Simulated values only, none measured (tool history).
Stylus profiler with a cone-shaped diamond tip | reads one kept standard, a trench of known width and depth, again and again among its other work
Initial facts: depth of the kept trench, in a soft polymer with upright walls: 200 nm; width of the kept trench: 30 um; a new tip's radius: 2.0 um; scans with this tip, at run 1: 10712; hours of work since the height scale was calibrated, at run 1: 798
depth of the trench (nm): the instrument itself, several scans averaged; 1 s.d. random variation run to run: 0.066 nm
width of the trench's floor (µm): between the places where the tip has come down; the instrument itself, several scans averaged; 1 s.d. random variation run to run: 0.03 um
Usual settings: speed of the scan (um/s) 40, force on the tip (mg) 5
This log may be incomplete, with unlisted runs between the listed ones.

run,hour,speed of the scan (um/s),force on the tip (mg),scans with this tip,hours of work since the height scale was calibrated,depth of the trench (nm),width of the trench's floor (µm)
1,0,40,5,10712,798,205.29,27.47
2,40.9,40,5,10993,819,205.39,27.45
3,70.7,40,5,11198,834,205.3,27.46
4,124.9,40,5,11571,862,205.36,27.4
5,150.1,40,5,11744,875,205.31,27.4
# hour 187.1: height scale calibrated on a step standard
6,189.3,40,5,12011,1,205.84,27.42
7,211.2,40,5,12161,12,205.79,27.37
8,251.8,40,5,12441,33,205.76,27.38
9,290.5,40,5,12707,53,205.91,27.33
# hour 316.5: height scale calibrated on a step standard, once more
10,330.9,40,5,12981,7,204.65,27.35
11,376.1,57,14.39,13292,31,209.67,27.37
12,420.4,57,14.39,13597,53,209.73,27.33
13,453.4,76,2.5,13824,70,203.05,26.95
14,478.5,40,6.07,13997,83,205.43,27.28
15,503.7,56,6.07,14170,96,205.52,27.26
16,541.3,56,6.07,14429,115,205.53,27.21

Run 17 is up next; what results do you expect?
17,571.6,20,4.26,14638,131,?,?

depth of the trench (nm): 204.32
width of the trench's floor (µm): 27.33
The same run, on a tool lacking any hidden state, would have yielded depth of the trench (nm) 204.29, width of the trench's floor (µm) 28.15.

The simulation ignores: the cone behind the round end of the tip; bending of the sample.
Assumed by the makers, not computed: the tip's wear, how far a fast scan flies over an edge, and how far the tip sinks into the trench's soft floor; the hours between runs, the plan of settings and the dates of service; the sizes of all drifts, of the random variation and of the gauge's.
